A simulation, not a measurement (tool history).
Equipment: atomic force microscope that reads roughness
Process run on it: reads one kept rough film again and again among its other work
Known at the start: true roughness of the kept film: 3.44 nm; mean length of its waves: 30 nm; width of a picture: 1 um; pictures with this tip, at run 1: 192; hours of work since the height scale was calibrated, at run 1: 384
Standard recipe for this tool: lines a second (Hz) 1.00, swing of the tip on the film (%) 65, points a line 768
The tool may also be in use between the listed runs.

run	hour	lines a second (Hz)	swing of the tip on the film (%)	points a line	pictures with this tip	hours of work since the height scale was calibrated	roughness of the kept film (nm (root mean square))
1	0.0	1.00	65	768	192	384	2.871
2	15.8	1.00	65	896	205	392	2.859
3	33.4	1.00	65	896	220	400	2.854
4	53.6	0.92	65	768	237	410	2.833
5	71.2	1.00	65	768	252	419	2.831
6	88.1	1.00	65	768	266	427	2.812
7	100.7	1.00	80	768	277	433	2.713
8	114.0	1.00	80	768	288	439	2.704
9	135.4	1.00	65	894	306	450	2.779
10	154.4	0.78	57	894	322	459	2.801
11	171.4	0.78	57	447	336	467	2.782
12	188.4	0.78	57	447	350	475	2.755
# hour 191.9: new tip fitted
13	211.4	1.23	65	768	16	486	2.986
14	231.1	1.26	66	768	33	496	2.945
15	243.2	1.26	66	768	43	502	2.952
16	265.2	1.26	66	768	61	512	2.936
17	278.8	0.70	65	653	73	519	2.958
18	288.3	0.85	65	295	81	523	2.933

Pick out some run-to-run changes in roughness of the kept film (nm (root mean square)). Of each, how much would a tool without hidden state show as well, from the settings, what came in and chance, and how much is left for the hidden state and any gauge scatter not in both results compared?
The tool's hidden condition here consists of: radius of the tip, nm; height scale over the true one, %; drift of the gauge itself on roughness_nm, %.
Run 12 -> 13: lines a second (Hz) 0.78 -> 1.23, swing of the tip on the film (%) 57 -> 65, points a line 447 -> 768, new tip fitted. roughness of the kept film (nm (root mean square)) +0.231: hidden state +0.254, all else -0.023.

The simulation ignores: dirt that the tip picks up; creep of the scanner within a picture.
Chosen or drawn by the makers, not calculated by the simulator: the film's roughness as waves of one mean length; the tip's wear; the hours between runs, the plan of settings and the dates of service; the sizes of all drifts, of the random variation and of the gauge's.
